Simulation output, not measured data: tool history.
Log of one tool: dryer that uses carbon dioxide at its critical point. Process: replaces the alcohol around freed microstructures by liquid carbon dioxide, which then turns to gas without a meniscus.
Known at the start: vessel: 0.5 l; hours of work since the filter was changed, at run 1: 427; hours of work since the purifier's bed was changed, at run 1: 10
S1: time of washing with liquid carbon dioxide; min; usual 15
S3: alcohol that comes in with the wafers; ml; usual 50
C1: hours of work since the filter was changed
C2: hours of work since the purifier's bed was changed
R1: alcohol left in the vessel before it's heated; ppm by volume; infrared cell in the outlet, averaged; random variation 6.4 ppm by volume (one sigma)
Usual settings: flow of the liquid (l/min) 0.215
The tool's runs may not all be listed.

Run 1, hour 0.0: usual settings; C1 427; C2 10. Result: R1 372 ppm by volume.
Run 2, hour 36.9: usual settings; C1 453; C2 37. Result: R1 393 ppm by volume.
Run 3, hour 66.5: usual settings; C1 475; C2 58. Result: R1 401 ppm by volume.
Run 4, hour 92.5: usual settings; C1 494; C2 77. Result: R1 394 ppm by volume.
Run 5, hour 139.0: usual settings; C1 527; C2 111. Result: R1 413 ppm by volume.
Run 6, hour 185.6: usual settings; C1 561; C2 144. Result: R1 432 ppm by volume.
At hour 204.0: inlet filter changed.
Run 7, hour 231.9: usual settings but flow of the liquid (l/min) 0.232; C1 20; C2 177. Result: R1 208 ppm by volume.
Run 8, hour 279.7: usual settings but flow of the liquid (l/min) 0.299; C1 55; C2 211. Result: R1 70 ppm by volume.
Run 9, hour 312.8: usual settings but flow of the liquid (l/min) 0.299; C1 79; C2 235. Result: R1 82 ppm by volume.
Run 10, hour 334.7: usual settings but flow of the liquid (l/min) 0.299; C1 94; C2 251. Result: R1 79 ppm by volume.
Run 11, hour 376.5: usual settings but S1 12 min; C1 124; C2 281. Result: R1 1033 ppm by volume.
Run 12, hour 417.2: usual settings but S1 12 min; C1 154; C2 310. Result: R1 1049 ppm by volume.
Run 13, hour 453.7: usual settings but S1 12 min; C1 180; C2 337. Result: R1 1099 ppm by volume.
Run 14, hour 496.8: usual settings but S3 39 ml; C1 211; C2 368. Result: R1 320 ppm by volume.
Run 15, hour 517.6: usual settings but S3 39 ml; C1 226; C2 383. Result: R1 331 ppm by volume.
Run 16, hour 565.0: usual settings but S3 39 ml; C1 260; C2 417. Result: R1 343 ppm by volume.
Run 17, hour 603.4: usual settings but S3 39 ml; C1 288; C2 445. Result: R1 336 ppm by volume.
Run 18, hour 650.9: usual settings but S3 38 ml; C1 322; C2 479. Result: R1 343 ppm by volume.
Run 19, hour 696.8: usual settings but S1 22 min, flow of the liquid (l/min) 0.233, S3 88 ml; C1 355; C2 512. Result: R1 110 ppm by volume.
Run 20, hour 741.6: usual settings but S1 22 min, flow of the liquid (l/min) 0.233, S3 88 ml; C1 388; C2 544. Result: R1 130 ppm by volume.
Run 21, hour 762.5: usual settings but S1 22 min, flow of the liquid (l/min) 0.261, S3 88 ml; C1 403; C2 560. Result: R1 120 ppm by volume.
Run 22, hour 802.9: usual settings but flow of the liquid (l/min) 0.242, S3 93 ml; C1 432; C2 589. Result: R1 452 ppm by volume.
Run 23, hour 835.7: usual settings but flow of the liquid (l/min) 0.242, S3 93 ml; C1 456; C2 612. Result: R1 463 ppm by volume.
Run 24, hour 879.9: usual settings but flow of the liquid (l/min) 0.242, S3 93 ml; C1 488; C2 644. Result: R1 470 ppm by volume.
Run 25, hour 900.3: usual settings but S1 18 min, flow of the liquid (l/min) 0.262, S3 119 ml; C1 502; C2 659. Result: R1 193 ppm by volume.
Run 26, hour 920.8: usual settings but S1 16 min, flow of the liquid (l/min) 0.256, S3 48 ml; C1 517; C2 674. Result: R1 210 ppm by volume.
Run 27, hour 947.6: usual settings but S1 16 min, flow of the liquid (l/min) 0.256, S3 48 ml; C1 536; C2 693. Result: R1 221 ppm by volume.
Run 28, hour 969.9: usual settings but S1 11 min, S3 116 ml; C1 553; C2 709. Result: R1 4213 ppm by volume.
At hour 996.1: inlet filter changed.
Run 29, hour 1010.5: usual settings but flow of the liquid (l/min) 0.201, S3 21 ml; C1 10; C2 738. Result: R1 312 ppm by volume.
Run 30, hour 1040.2: usual settings but S1 18 min, flow of the liquid (l/min) 0.208, S3 44 ml; C1 32; C2 759. Result: R1 225 ppm by volume.
Run 31, hour 1065.7: usual settings but S1 10 min, flow of the liquid (l/min) 0.203, S3 30 ml; C1 50; C2 778. Result: R1 1678 ppm by volume.
Run 32, hour 1101.2: usual settings but S1 10 min, flow of the liquid (l/min) 0.203, S3 30 ml; C1 76; C2 803. Result: R1 1617 ppm by volume.
Run 33, hour 1127.2: usual settings but flow of the liquid (l/min) 0.238, S3 44 ml; C1 95; C2 822. Result: R1 291 ppm by volume.
Run 34, hour 1163.7: usual settings but flow of the liquid (l/min) 0.238, S3 44 ml; C1 121; C2 848. Result: R1 295 ppm by volume.
Run 35, hour 1202.9: usual settings but S1 19 min; C1 149; C2 877. Result: R1 234 ppm by volume.

3 ways to go on from here, each from the tool as it stands after run 35. What would each give?
Run A, hour 1249.2: usual settings but S1 19 min, flow of the liquid (l/min) 0.224, S3 35 ml; C1 183; C2 910. Result: R1 ?.
Run B, hour 1249.2: usual settings but flow of the liquid (l/min) 0.349, S3 99 ml; C1 183; C2 910. Result: R1 ?.
Run C, hour 1249.2: usual settings but S1 18 min, flow of the liquid (l/min) 0.147, S3 30 ml; C1 183; C2 910. Result: R1 ?.

run   R1
  A  202
  B  188
  C  717
Without the tool's hidden state the same runs would have given:
run   R1
  A   31
  B   19
  C  486
